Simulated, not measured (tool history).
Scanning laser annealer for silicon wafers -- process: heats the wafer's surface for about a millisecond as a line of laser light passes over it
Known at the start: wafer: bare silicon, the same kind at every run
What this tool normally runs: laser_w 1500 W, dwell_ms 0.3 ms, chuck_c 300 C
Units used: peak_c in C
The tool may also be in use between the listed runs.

run,hour,laser_w,dwell_ms,chuck_c,peak_c
1,0,1500,0.3,300,1090
2,42.7,1500,0.3,300,1083
3,91.5,1500,0.251,300,1023
4,124.9,1500,0.213,300,967
5,155.4,1500,0.213,300,963
6,205.5,1500,0.213,300,964
7,235.3,1500,0.213,300,961
# hour 279.3: window over the wafer cleaned
8,279.8,1500,0.253,300,1045
# hour 310.4: optics aligned, line set to its width
9,326.2,1500,0.253,300,1050
10,364.6,1500,0.253,300,1052
11,395.2,1500,0.3,300,1111
12,444,1429,0.262,300,1027
13,477.2,1499,0.3,300,1107
14,515.2,1499,0.3,300,1111
15,562.8,1362,0.3,300,1036
16,604.5,1330,0.3,300,1019
17,645.6,1317,0.342,335,1094
18,678.5,1502,0.352,308,1177
19,699.4,1650,0.309,321,1214
20,724.3,1650,0.339,271,1202
21,760.3,1650,0.339,271,1199
22,797.9,1293,0.238,302,924

Branching from run 22: 4 alternative next runs. What would each branch give?
A,844,1500,0.3,289,?
B,844,1483,0.351,300,?
C,844,1537,0.325,300,?
D,844,1451,0.224,271,?

run,peak_c
A,1087
B,1149
C,1145
D,946
What these runs would have given with no unlogged condition in the tool:
run,peak_c
A,1110
B,1173
C,1169
D,965

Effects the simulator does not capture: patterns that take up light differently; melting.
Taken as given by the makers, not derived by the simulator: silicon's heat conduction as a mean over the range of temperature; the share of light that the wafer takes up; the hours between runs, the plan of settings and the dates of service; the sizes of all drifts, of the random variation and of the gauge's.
